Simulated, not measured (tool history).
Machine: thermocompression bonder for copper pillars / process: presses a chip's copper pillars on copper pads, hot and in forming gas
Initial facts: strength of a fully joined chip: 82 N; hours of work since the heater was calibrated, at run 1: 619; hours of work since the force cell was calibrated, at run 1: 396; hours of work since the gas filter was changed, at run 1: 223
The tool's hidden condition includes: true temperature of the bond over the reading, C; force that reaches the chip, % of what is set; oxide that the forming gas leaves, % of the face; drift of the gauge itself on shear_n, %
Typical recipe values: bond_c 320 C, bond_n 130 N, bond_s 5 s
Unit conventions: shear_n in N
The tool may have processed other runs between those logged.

run,hour,bond_c,bond_n,bond_s,hours of work since the heater was calibrated,hours of work since the force cell was calibrated,hours of work since the gas filter was changed,shear_n
1,0.0,320,130,5,619,396,223,28.7
2,28.3,320,130,5,636,413,240,27.6
3,48.5,320,130,5,648,425,251,27.1
4,71.0,320,123,5,661,438,265,26.2
# hour 73.0: forming gas filter changed
5,105.5,320,130,5,681,458,19,29.5
6,132.7,320,130,5,697,474,35,29.5
7,148.1,320,130,6,706,483,44,32.1
8,179.8,320,130,5,724,501,63,29.0
9,204.3,320,130,5,739,516,77,29.3
10,240.1,320,130,6,760,537,98,30.6
11,259.9,320,130,6,771,548,110,30.6
12,277.1,320,130,11,782,558,120,38.4
13,308.3,320,130,5,800,577,138,28.5
14,342.7,346,130,5,820,597,158,38.9
15,358.4,346,130,5,829,606,167,39.7
16,381.6,320,130,4,843,620,181,25.5
17,408.4,320,130,4,859,635,197,25.3
18,429.9,320,130,5,871,648,209,29.0
19,465.0,320,130,5,892,669,230,27.5
20,481.7,320,130,5,902,678,240,27.9
21,497.2,320,78,5,911,688,249,14.7
# hour 526.0: forming gas filter changed
22,526.0,320,112,5,927,704,0,25.1
23,545.2,347,112,7,939,715,11,39.1
24,561.1,320,130,5,948,725,21,29.5
25,589.7,291,114,6,965,742,37,18.0
# hour 604.8: force cell calibrated
26,617.6,320,112,5,980,7,53,21.8
27,633.4,320,112,5,989,17,62,22.1
28,658.2,335,139,5,1004,31,77,34.4
29,689.5,295,130,5,1022,50,95,18.2
30,714.6,320,106,5,1037,64,110,21.3
31,750.6,320,106,5,1058,86,131,20.6
32,784.4,320,99,7,1078,105,151,20.8
33,810.3,317,130,5,1093,121,166,24.7
34,842.8,317,130,5,1112,140,185,24.8
35,863.1,306,83,15,1124,152,197,18.8
36,882.8,302,122,4,1136,163,208,15.9
37,912.4,302,122,4,1153,181,226,16.0
38,945.1,293,80,3,1172,200,245,7.2
39,973.5,293,80,3,1189,216,262,7.2

Consider 3 possible next runs. They are alternatives, not a sequence: every one starts from the tool as it was left by run 39. What does each give?
# hour 980.4: forming gas filter changed
A,993.3,304,135,5,1200,228,8,?
# hour 980.4: forming gas filter changed
B,993.3,300,87,4,1200,228,8,?
# hour 980.4: forming gas filter changed
C,993.3,343,130,5,1200,228,8,?

run,shear_n
A,22.5
B,10.9
C,36.5
Stripped of hidden state, with their random variation kept, the same runs would have yielded:
run,shear_n
A,25.9
B,12.7
C,40.6

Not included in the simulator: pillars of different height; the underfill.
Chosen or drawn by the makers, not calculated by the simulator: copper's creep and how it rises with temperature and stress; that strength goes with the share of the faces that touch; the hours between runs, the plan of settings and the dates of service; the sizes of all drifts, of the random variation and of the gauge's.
